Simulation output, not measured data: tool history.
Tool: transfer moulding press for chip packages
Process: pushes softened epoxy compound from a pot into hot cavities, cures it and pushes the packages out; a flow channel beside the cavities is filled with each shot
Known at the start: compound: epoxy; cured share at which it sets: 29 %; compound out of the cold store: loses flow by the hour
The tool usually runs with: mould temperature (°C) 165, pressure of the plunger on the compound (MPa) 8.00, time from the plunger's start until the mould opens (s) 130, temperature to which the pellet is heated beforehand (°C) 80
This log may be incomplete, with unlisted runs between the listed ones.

| run | hour | mould temperature (°C) | pressure of the plunger on the compound (MPa) | time from the plunger's start until the mould opens (s) | temperature to which the pellet is heated beforehand (°C) | incoming compound's hours out of the cold store | length that the compound runs in the flow channel (mm) | greatest force on the pins that push the packages out (N) |
|---|---|---|---|---|---|---|---|---|
| 1 | 0.0 | 165 | 8.00 | 130 | 80 | 29.1 | 786 | 267 |
| 2 | 43.3 | 165 | 8.00 | 130 | 80 | 13.4 | 823 | 363 |
|  | 55.0 | cavities cleaned with cleaning compound and waxed |
|  | 111.6 | cavities cleaned with cleaning compound and waxed |
| 3 | 111.6 | 165 | 8.00 | 130 | 80 | 18.1 | 813 | 261 |
| 4 | 146.0 | 165 | 8.00 | 130 | 80 | 25.1 | 782 | 348 |
|  | 171.1 | cavities cleaned with cleaning compound and waxed |
| 5 | 187.2 | 165 | 8.00 | 127 | 80 | 35.9 | 746 | 323 |
| 6 | 224.9 | 165 | 8.00 | 127 | 80 | 20.5 | 789 | 389 |
|  | 229.9 | cavities cleaned with cleaning compound and waxed |
| 7 | 283.0 | 165 | 8.00 | 127 | 80 | 46.0 | 707 | 390 |
|  | 291.0 | cavities cleaned with cleaning compound and waxed |
|  | 349.2 | cavities cleaned with cleaning compound and waxed |
| 8 | 349.2 | 165 | 8.00 | 130 | 80 | 30.4 | 743 | 270 |
| 9 | 389.2 | 165 | 8.00 | 137 | 80 | 19.5 | 771 | 350 |
|  | 405.8 | cavities cleaned with cleaning compound and waxed |
|  | 464.0 | cavities cleaned with cleaning compound and waxed |
| 10 | 468.2 | 165 | 8.00 | 137 | 80 | 14.5 | 783 | 263 |
|  | 527.0 | cavities cleaned with cleaning compound and waxed |
| 11 | 549.6 | 165 | 8.00 | 137 | 80 | 25.3 | 740 | 311 |
|  | 568.9 | plunger's sealing rings changed |
|  | 589.6 | cavities cleaned with cleaning compound and waxed |
| 12 | 627.0 | 165 | 8.00 | 137 | 80 | 31.1 | 789 | 331 |
|  | 651.0 | cavities cleaned with cleaning compound and waxed |
| 13 | 693.6 | 164 | 8.00 | 137 | 80 | 27.6 | 793 | 365 |
|  | 711.6 | cavities cleaned with cleaning compound and waxed |
| 14 | 766.0 | 165 | 8.00 | 130 | 80 | 44.6 | 730 | 376 |
|  | 775.0 | cavities cleaned with cleaning compound and waxed |
| 15 | 803.6 | 165 | 8.00 | 145 | 72 | 28.5 | 781 | 297 |
|  | 832.8 | cavities cleaned with cleaning compound and waxed |
| 16 | 879.9 | 165 | 7.55 | 131 | 72 | 23.1 | 769 | 378 |
|  | 891.9 | cavities cleaned with cleaning compound and waxed |
|  | 953.0 | cavities cleaned with cleaning compound and waxed |
| 17 | 957.0 | 167 | 9.13 | 129 | 73 | 46.7 | 751 | 248 |
|  | 1016.1 | cavities cleaned with cleaning compound and waxed |
| 18 | 1025.3 | 160 | 8.00 | 130 | 71 | 19.1 | 808 | 454 |
|  | 1078.2 | cavities cleaned with cleaning compound and waxed |
| 19 | 1088.2 | 165 | 8.00 | 114 | 80 | 10.1 | 803 | 379 |
|  | 1138.1 | cavities cleaned with cleaning compound and waxed |
| 20 | 1148.9 | 165 | 8.00 | 114 | 80 | 18.4 | 771 | 368 |
|  | 1195.5 | cavities cleaned with cleaning compound and waxed |
| 21 | 1224.5 | 165 | 8.00 | 114 | 80 | 24.5 | 742 | 436 |
|  | 1254.1 | cavities cleaned with cleaning compound and waxed |
|  | 1287.8 | plunger's sealing rings changed |
| 22 | 1293.5 | 166 | 8.37 | 124 | 77 | 20.0 | 848 | 389 |
|  | 1315.8 | cavities cleaned with cleaning compound and waxed |
| 23 | 1368.4 | 170 | 8.00 | 130 | 72 | 11.7 | 834 | 329 |
|  | 1375.8 | cavities cleaned with cleaning compound and waxed |
| 24 | 1419.5 | 170 | 7.42 | 130 | 84 | 26.8 | 744 | 315 |
|  | 1432.8 | cavities cleaned with cleaning compound and waxed |
| 25 | 1454.6 | 165 | 8.01 | 130 | 89 | 16.7 | 826 | 350 |
|  | 1493.8 | cavities cleaned with cleaning compound and waxed |
|  | 1502.3 | mould's thermocouples calibrated |
| 26 | 1506.8 | 162 | 6.56 | 155 | 70 | 8.0 | 779 | 299 |
| 27 | 1544.7 | 162 | 6.56 | 155 | 70 | 21.8 | 731 | 377 |

Alternative continuations, all from the tool just after run 27; predict every row:
|  | 1552.8 | cavities cleaned with cleaning compound and waxed |
|  | 1616.4 | cavities cleaned with cleaning compound and waxed |
| A | 1621.8 | 162 | 8.82 | 119 | 70 | 45.2 | ? | ? |
|  | 1552.8 | cavities cleaned with cleaning compound and waxed |
|  | 1616.4 | cavities cleaned with cleaning compound and waxed |
| B | 1621.8 | 165 | 7.08 | 129 | 78 | 46.3 | ? | ? |
|  | 1552.8 | cavities cleaned with cleaning compound and waxed |
|  | 1616.4 | cavities cleaned with cleaning compound and waxed |
| C | 1621.8 | 157 | 6.56 | 131 | 75 | 37.0 | ? | ? |

| run | length that the compound runs in the flow channel (mm) | greatest force on the pins that push the packages out (N) |
|---|---|---|
| A | 761 | 398 |
| B | 675 | 280 |
| C | 709 | 514 |
The same runs, with their run-to-run variation unchanged, on a tool lacking any hidden condition would have given:
| run | length that the compound runs in the flow channel (mm) | greatest force on the pins that push the packages out (N) |
|---|---|---|
| A | 799 | 365 |
| B | 708 | 256 |
| C | 744 | 472 |

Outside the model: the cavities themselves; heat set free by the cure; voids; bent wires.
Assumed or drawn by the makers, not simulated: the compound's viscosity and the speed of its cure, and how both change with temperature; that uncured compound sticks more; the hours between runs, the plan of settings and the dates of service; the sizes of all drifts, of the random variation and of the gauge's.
